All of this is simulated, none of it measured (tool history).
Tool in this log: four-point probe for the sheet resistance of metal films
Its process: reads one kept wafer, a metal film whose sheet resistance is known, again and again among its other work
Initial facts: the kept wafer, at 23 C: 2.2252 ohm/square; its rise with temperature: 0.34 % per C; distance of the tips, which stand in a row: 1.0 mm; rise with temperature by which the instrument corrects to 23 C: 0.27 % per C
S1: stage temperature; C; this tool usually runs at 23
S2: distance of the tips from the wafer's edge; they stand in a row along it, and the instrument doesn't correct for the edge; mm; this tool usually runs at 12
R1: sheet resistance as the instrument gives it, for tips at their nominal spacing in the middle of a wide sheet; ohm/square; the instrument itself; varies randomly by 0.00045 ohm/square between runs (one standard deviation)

{"run": 1, "hour": 0.0, "S1": 23, "S2": 12, "R1": 2.229143}
{"run": 2, "hour": 22.4, "S1": 23, "S2": 12, "R1": 2.229152}
{"run": 3, "hour": 44.5, "S1": 23, "S2": 12, "R1": 2.229436}
{"run": 4, "hour": 78.8, "S1": 23, "S2": 12, "R1": 2.229337}
{"run": 5, "hour": 99.5, "S1": 23, "S2": 12, "R1": 2.23032}
{"run": 6, "hour": 137.7, "S1": 23, "S2": 4, "R1": 2.293347}
{"run": 7, "hour": 174.1, "S1": 23, "S2": 12, "R1": 2.229745}
{"run": 8, "hour": 199.9, "S1": 25, "S2": 12, "R1": 2.233116}
{"run": 9, "hour": 226.0, "S1": 25, "S2": 12, "R1": 2.233605}
{"run": 10, "hour": 260.9, "S1": 25, "S2": 12, "R1": 2.23348}
{"run": 11, "hour": 297.4, "S1": 24, "S2": 12, "R1": 2.231711}
{"run": 12, "hour": 323.5, "S1": 24, "S2": 12, "R1": 2.232586}
{"run": 13, "hour": 356.4, "S1": 24, "S2": 12, "R1": 2.232854}
{"run": 14, "hour": 378.1, "S1": 24, "S2": 12, "R1": 2.232269}
{"run": 15, "hour": 396.0, "S1": 23, "S2": 12, "R1": 2.230278}
{"run": 16, "hour": 422.5, "S1": 23, "S2": 12, "R1": 2.230839}
{"run": 17, "hour": 459.0, "S1": 23, "S2": 12, "R1": 2.231442}
{"hour": 476.4, "done": "stage's thermometer calibrated"}
{"run": 18, "hour": 490.2, "S1": 23, "S2": 12, "R1": 2.231457}
{"run": 19, "hour": 513.3, "S1": 23, "S2": 12, "R1": 2.232717}
{"run": 20, "hour": 546.0, "S1": 23, "S2": 61, "R1": 2.224669}
{"run": 21, "hour": 562.6, "S1": 23, "S2": 61, "R1": 2.225053}
{"run": 22, "hour": 598.4, "S1": 23, "S2": 61, "R1": 2.225043}
{"run": 23, "hour": 625.6, "S1": 33, "S2": 12, "R1": 2.247527}
{"run": 24, "hour": 655.8, "S1": 33, "S2": 4, "R1": 2.311734}
{"run": 25, "hour": 692.2, "S1": 33, "S2": 17, "R1": 2.243946}
{"hour": 704.9, "done": "stage's thermometer calibrated, once more"}
{"run": 26, "hour": 731.4, "S1": 35, "S2": 12, "R1": 2.245713}
{"run": 27, "hour": 747.8, "S1": 33, "S2": 7, "R1": 2.259462}
{"run": 28, "hour": 765.3, "S1": 23, "S2": 5, "R1": 2.26735}
{"run": 29, "hour": 789.4, "S1": 23, "S2": 5, "R1": 2.268023}
{"run": 30, "hour": 827.3, "S1": 23, "S2": 5, "R1": 2.268596}
{"run": 31, "hour": 857.1, "S1": 33, "S2": 3, "R1": 2.361615}
{"run": 32, "hour": 891.1, "S1": 33, "S2": 28, "R1": 2.237888}
{"run": 33, "hour": 920.0, "S1": 33, "S2": 28, "R1": 2.238282}
{"run": 34, "hour": 953.4, "S1": 34, "S2": 52, "R1": 2.23786}
{"run": 35, "hour": 977.3, "S1": 18, "S2": 24, "R1": 2.216318}
{"run": 36, "hour": 999.4, "S1": 20, "S2": 6, "R1": 2.250078}
{"run": 37, "hour": 1029.2, "S1": 20, "S2": 6, "R1": 2.250422}
{"run": 38, "hour": 1056.8, "S1": 21, "S2": 10, "R1": 2.231864}
{"run": 39, "hour": 1086.9, "S1": 30, "S2": 12, "R1": 2.240381}
{"run": 40, "hour": 1124.9, "S1": 24, "S2": 71, "R1": 2.224682}
{"run": 41, "hour": 1165.3, "S1": 28, "S2": 16, "R1": 2.235781}
{"run": 42, "hour": 1182.8, "S1": 26, "S2": 11, "R1": 2.23785}
{"run": 43, "hour": 1211.2, "S1": 19, "S2": 5, "R1": 2.264429}
{"run": 44, "hour": 1229.1, "S1": 23, "S2": 8, "R1": 2.24174}
{"run": 45, "hour": 1250.4, "S1": 28, "S2": 12, "R1": 2.239546}
{"run": 46, "hour": 1276.3, "S1": 24, "S2": 20, "R1": 2.228684}

What if the next run were any one of these 3? Each begins from the tool's condition after run 46:
{"run": "A", "hour": 1298.0, "S1": 25, "S2": 4, "R1": "?"}
{"run": "B", "hour": 1298.0, "S1": 30, "S2": 15, "R1": "?"}
{"run": "C", "hour": 1298.0, "S1": 20, "S2": 20, "R1": "?"}

run=A R1=2.299659
run=B R1=2.23932
run=C R1=2.222171
Without the tool's hidden state the same runs would have given:
run=A R1=2.301174
run=B R1=2.240808
run=C R1=2.223631

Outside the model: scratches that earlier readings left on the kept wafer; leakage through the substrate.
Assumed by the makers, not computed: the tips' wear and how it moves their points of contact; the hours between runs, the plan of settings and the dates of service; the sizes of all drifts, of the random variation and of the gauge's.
